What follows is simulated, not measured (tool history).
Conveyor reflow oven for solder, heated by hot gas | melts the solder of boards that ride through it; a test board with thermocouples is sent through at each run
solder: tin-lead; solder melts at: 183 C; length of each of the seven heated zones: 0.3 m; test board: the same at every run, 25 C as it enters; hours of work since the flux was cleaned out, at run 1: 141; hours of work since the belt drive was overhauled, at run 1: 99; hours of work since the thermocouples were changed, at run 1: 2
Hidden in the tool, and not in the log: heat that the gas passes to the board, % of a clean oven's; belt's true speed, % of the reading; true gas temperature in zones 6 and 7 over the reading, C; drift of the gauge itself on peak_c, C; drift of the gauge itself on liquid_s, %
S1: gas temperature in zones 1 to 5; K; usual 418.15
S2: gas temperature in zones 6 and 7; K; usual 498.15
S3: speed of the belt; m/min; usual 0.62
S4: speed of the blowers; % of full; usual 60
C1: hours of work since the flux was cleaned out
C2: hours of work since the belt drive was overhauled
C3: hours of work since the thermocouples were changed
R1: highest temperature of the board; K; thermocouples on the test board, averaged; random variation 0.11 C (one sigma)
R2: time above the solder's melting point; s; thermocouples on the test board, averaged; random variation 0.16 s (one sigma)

{"run": 1, "day": 0.0, "S1": 418.15, "S2": 498.15, "S3": 0.62, "S4": 60, "C1": 141, "C2": 99, "C3": 2, "R1": 484.25, "R2": 41.8}
{"run": 2, "day": 0.271, "S1": 418.15, "S2": 498.15, "S3": 0.62, "S4": 56, "C1": 144, "C2": 102, "C3": 5, "R1": 482.95, "R2": 40.6}
{"run": 3, "day": 0.621, "S1": 418.15, "S2": 498.15, "S3": 0.629, "S4": 60, "C1": 149, "C2": 107, "C3": 10, "R1": 483.65, "R2": 40.7}
{"run": 4, "day": 0.904, "S1": 408.15, "S2": 498.15, "S3": 0.629, "S4": 60, "C1": 152, "C2": 110, "C3": 13, "R1": 481.95, "R2": 36.5}
{"day": 1.104, "done": "belt drive overhauled, speed set with a stopwatch"}
{"run": 5, "day": 1.246, "S1": 408.15, "S2": 498.15, "S3": 0.629, "S4": 60, "C1": 155, "C2": 2, "C3": 15, "R1": 481.85, "R2": 36.4}
{"run": 6, "day": 1.538, "S1": 408.15, "S2": 498.15, "S3": 0.702, "S4": 60, "C1": 158, "C2": 6, "C3": 19, "R1": 478.45, "R2": 29.3}

Forecast run 7:
{"run": 7, "day": 1.883, "S1": 408.15, "S2": 498.15, "S3": 0.702, "S4": 68, "C1": 163, "C2": 10, "C3": 24, "R1": "?", "R2": "?"}

Run 7 gave R1 480.65 K, R2 31.9 s.
Without the tool's hidden state the same run would have given R1 481.15 K, R2 32.3 s.

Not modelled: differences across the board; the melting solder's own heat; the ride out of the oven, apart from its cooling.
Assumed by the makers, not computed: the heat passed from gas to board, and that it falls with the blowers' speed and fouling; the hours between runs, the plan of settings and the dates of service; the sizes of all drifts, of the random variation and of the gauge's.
